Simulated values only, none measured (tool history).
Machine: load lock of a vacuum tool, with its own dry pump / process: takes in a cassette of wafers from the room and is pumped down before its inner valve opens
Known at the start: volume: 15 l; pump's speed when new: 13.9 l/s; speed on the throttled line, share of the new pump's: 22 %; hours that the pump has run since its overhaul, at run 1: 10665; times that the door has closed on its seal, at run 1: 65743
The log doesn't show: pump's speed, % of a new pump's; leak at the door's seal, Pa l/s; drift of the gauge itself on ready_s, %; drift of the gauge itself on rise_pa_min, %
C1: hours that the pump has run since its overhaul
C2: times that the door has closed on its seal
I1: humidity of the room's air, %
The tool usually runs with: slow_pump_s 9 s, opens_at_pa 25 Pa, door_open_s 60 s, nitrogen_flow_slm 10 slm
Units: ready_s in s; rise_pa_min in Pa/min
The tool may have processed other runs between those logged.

{"run": 1, "hour": 0.0, "slow_pump_s": 9, "opens_at_pa": 25, "door_open_s": 60, "nitrogen_flow_slm": 10, "C1": 10665, "C2": 65743, "I1": 43.9, "ready_s": 17.16, "rise_pa_min": 0.24}
{"run": 2, "hour": 343.5, "slow_pump_s": 9, "opens_at_pa": 25, "door_open_s": 60, "nitrogen_flow_slm": 18, "C1": 11009, "C2": 67381, "I1": 45.5, "ready_s": 17.16, "rise_pa_min": 0.236}
{"run": 3, "hour": 667.7, "slow_pump_s": 5, "opens_at_pa": 25, "door_open_s": 60, "nitrogen_flow_slm": 18, "C1": 11333, "C2": 68926, "I1": 42.1, "ready_s": 14.25, "rise_pa_min": 0.252}
{"run": 4, "hour": 1130.6, "slow_pump_s": 9, "opens_at_pa": 25, "door_open_s": 60, "nitrogen_flow_slm": 10, "C1": 11796, "C2": 71133, "I1": 41.8, "ready_s": 17.22, "rise_pa_min": 0.269}
{"run": 5, "hour": 1503.3, "slow_pump_s": 9, "opens_at_pa": 25, "door_open_s": 60, "nitrogen_flow_slm": 10, "C1": 12168, "C2": 72911, "I1": 47.7, "ready_s": 17.27, "rise_pa_min": 0.278}
{"run": 6, "hour": 1867.7, "slow_pump_s": 9, "opens_at_pa": 25, "door_open_s": 60, "nitrogen_flow_slm": 8, "C1": 12533, "C2": 74648, "I1": 43.5, "ready_s": 17.36, "rise_pa_min": 0.293}
{"run": 7, "hour": 2399.8, "slow_pump_s": 9, "opens_at_pa": 25, "door_open_s": 60, "nitrogen_flow_slm": 8, "C1": 13065, "C2": 77185, "I1": 42.7, "ready_s": 17.41, "rise_pa_min": 0.301}
{"hour": 2617.3, "done": "dry pump taken out, an overhauled one fitted"}
{"hour": 2816.4, "done": "door's seal changed, seat wiped"}
{"run": 8, "hour": 2869.0, "slow_pump_s": 8, "opens_at_pa": 25, "door_open_s": 60, "nitrogen_flow_slm": 8, "C1": 250, "C2": 250, "I1": 44.5, "ready_s": 15.17, "rise_pa_min": 0.044}
{"run": 9, "hour": 3157.9, "slow_pump_s": 8, "opens_at_pa": 25, "door_open_s": 60, "nitrogen_flow_slm": 8, "C1": 539, "C2": 1628, "I1": 44.4, "ready_s": 15.17, "rise_pa_min": 0.041}
{"run": 10, "hour": 3694.3, "slow_pump_s": 8, "opens_at_pa": 25, "door_open_s": 60, "nitrogen_flow_slm": 8, "C1": 1075, "C2": 4186, "I1": 44.3, "ready_s": 15.24, "rise_pa_min": 0.044}
{"run": 11, "hour": 4172.8, "slow_pump_s": 9, "opens_at_pa": 25, "door_open_s": 60, "nitrogen_flow_slm": 10, "C1": 1554, "C2": 6467, "I1": 42.8, "ready_s": 16.04, "rise_pa_min": 0.047}
{"run": 12, "hour": 4450.1, "slow_pump_s": 9, "opens_at_pa": 25, "door_open_s": 60, "nitrogen_flow_slm": 10, "C1": 1831, "C2": 7789, "I1": 45.8, "ready_s": 16.06, "rise_pa_min": 0.049}
{"run": 13, "hour": 4694.6, "slow_pump_s": 9, "opens_at_pa": 25, "door_open_s": 60, "nitrogen_flow_slm": 10, "C1": 2076, "C2": 8955, "I1": 44, "ready_s": 16.1, "rise_pa_min": 0.047}
{"run": 14, "hour": 5028.8, "slow_pump_s": 9, "opens_at_pa": 25, "door_open_s": 60, "nitrogen_flow_slm": 14, "C1": 2410, "C2": 10548, "I1": 46.2, "ready_s": 16.15, "rise_pa_min": 0.039}
{"run": 15, "hour": 5451.0, "slow_pump_s": 9, "opens_at_pa": 25, "door_open_s": 60, "nitrogen_flow_slm": 14, "C1": 2832, "C2": 12561, "I1": 43.3, "ready_s": 16.1, "rise_pa_min": 0.047}
{"run": 16, "hour": 5981.4, "slow_pump_s": 9, "opens_at_pa": 25, "door_open_s": 60, "nitrogen_flow_slm": 14, "C1": 3363, "C2": 15090, "I1": 41.9, "ready_s": 16.1, "rise_pa_min": 0.059}
{"run": 17, "hour": 6484.7, "slow_pump_s": 6, "opens_at_pa": 26, "door_open_s": 79, "nitrogen_flow_slm": 33, "C1": 3866, "C2": 17490, "I1": 45.4, "ready_s": 13.92, "rise_pa_min": 0.05}
{"run": 18, "hour": 6936.4, "slow_pump_s": 9, "opens_at_pa": 20, "door_open_s": 34, "nitrogen_flow_slm": 9, "C1": 4318, "C2": 19644, "I1": 44.9, "ready_s": 16.58, "rise_pa_min": 0.064}
{"run": 19, "hour": 7346.8, "slow_pump_s": 15, "opens_at_pa": 20, "door_open_s": 77, "nitrogen_flow_slm": 18, "C1": 4728, "C2": 21600, "I1": 41.5, "ready_s": 21.15, "rise_pa_min": 0.062}
{"run": 20, "hour": 7783.9, "slow_pump_s": 15, "opens_at_pa": 20, "door_open_s": 77, "nitrogen_flow_slm": 18, "C1": 5165, "C2": 23685, "I1": 47.3, "ready_s": 21.17, "rise_pa_min": 0.07}
{"run": 21, "hour": 8301.0, "slow_pump_s": 9, "opens_at_pa": 25, "door_open_s": 195, "nitrogen_flow_slm": 10, "C1": 5682, "C2": 26150, "I1": 44.8, "ready_s": 16.46, "rise_pa_min": 0.099}
{"run": 22, "hour": 8726.7, "slow_pump_s": 10, "opens_at_pa": 18, "door_open_s": 60, "nitrogen_flow_slm": 10, "C1": 6108, "C2": 28180, "I1": 44.4, "ready_s": 17.63, "rise_pa_min": 0.088}
{"run": 23, "hour": 9127.6, "slow_pump_s": 9, "opens_at_pa": 45, "door_open_s": 60, "nitrogen_flow_slm": 10, "C1": 6509, "C2": 30091, "I1": 47.1, "ready_s": 15.72, "rise_pa_min": 0.095}
{"run": 24, "hour": 9553.2, "slow_pump_s": 9, "opens_at_pa": 27, "door_open_s": 60, "nitrogen_flow_slm": 4, "C1": 6934, "C2": 32120, "I1": 46, "ready_s": 16.34, "rise_pa_min": 0.123}
{"run": 25, "hour": 9973.2, "slow_pump_s": 9, "opens_at_pa": 19, "door_open_s": 60, "nitrogen_flow_slm": 10, "C1": 7354, "C2": 34123, "I1": 46.6, "ready_s": 16.84, "rise_pa_min": 0.104}
{"run": 26, "hour": 10230.2, "slow_pump_s": 9, "opens_at_pa": 19, "door_open_s": 60, "nitrogen_flow_slm": 10, "C1": 7611, "C2": 35348, "I1": 42.3, "ready_s": 16.87, "rise_pa_min": 0.11}
{"run": 27, "hour": 10772.8, "slow_pump_s": 5, "opens_at_pa": 25, "door_open_s": 53, "nitrogen_flow_slm": 10, "C1": 8154, "C2": 37935, "I1": 46.9, "ready_s": 13.51, "rise_pa_min": 0.12}
{"run": 28, "hour": 11116.4, "slow_pump_s": 5, "opens_at_pa": 25, "door_open_s": 53, "nitrogen_flow_slm": 10, "C1": 8498, "C2": 39574, "I1": 44.5, "ready_s": 13.63, "rise_pa_min": 0.125}
{"run": 29, "hour": 11378.3, "slow_pump_s": 7, "opens_at_pa": 39, "door_open_s": 53, "nitrogen_flow_slm": 10, "C1": 8759, "C2": 40822, "I1": 45.1, "ready_s": 14.53, "rise_pa_min": 0.121}

What if the next run were any one of these 4? Each begins from the tool's condition after run 29:
{"run": "A", "hour": 11623.6, "slow_pump_s": 17, "opens_at_pa": 46, "door_open_s": 60, "nitrogen_flow_slm": 5, "C1": 9005, "C2": 41992, "I1": 43.4, "ready_s": "?", "rise_pa_min": "?"}
{"run": "B", "hour": 11623.6, "slow_pump_s": 7, "opens_at_pa": 39, "door_open_s": 184, "nitrogen_flow_slm": 6, "C1": 9005, "C2": 41992, "I1": 46.5, "ready_s": "?", "rise_pa_min": "?"}
{"run": "C", "hour": 11623.6, "slow_pump_s": 11, "opens_at_pa": 20, "door_open_s": 44, "nitrogen_flow_slm": 10, "C1": 9005, "C2": 41992, "I1": 43.8, "ready_s": "?", "rise_pa_min": "?"}
{"run": "D", "hour": 11623.6, "slow_pump_s": 6, "opens_at_pa": 19, "door_open_s": 60, "nitrogen_flow_slm": 7, "C1": 9005, "C2": 41992, "I1": 45.6, "ready_s": "?", "rise_pa_min": "?"}

run=A ready_s=21.92 rise_pa_min=0.141
run=B ready_s=14.56 rise_pa_min=0.155
run=C ready_s=18.41 rise_pa_min=0.131
run=D ready_s=14.72 rise_pa_min=0.137
Without the tool's hidden state the same runs would have given:
run=A ready_s=21.49 rise_pa_min=0.048
run=B ready_s=13.92 rise_pa_min=0.062
run=C ready_s=17.78 rise_pa_min=0.037
run=D ready_s=13.95 rise_pa_min=0.043
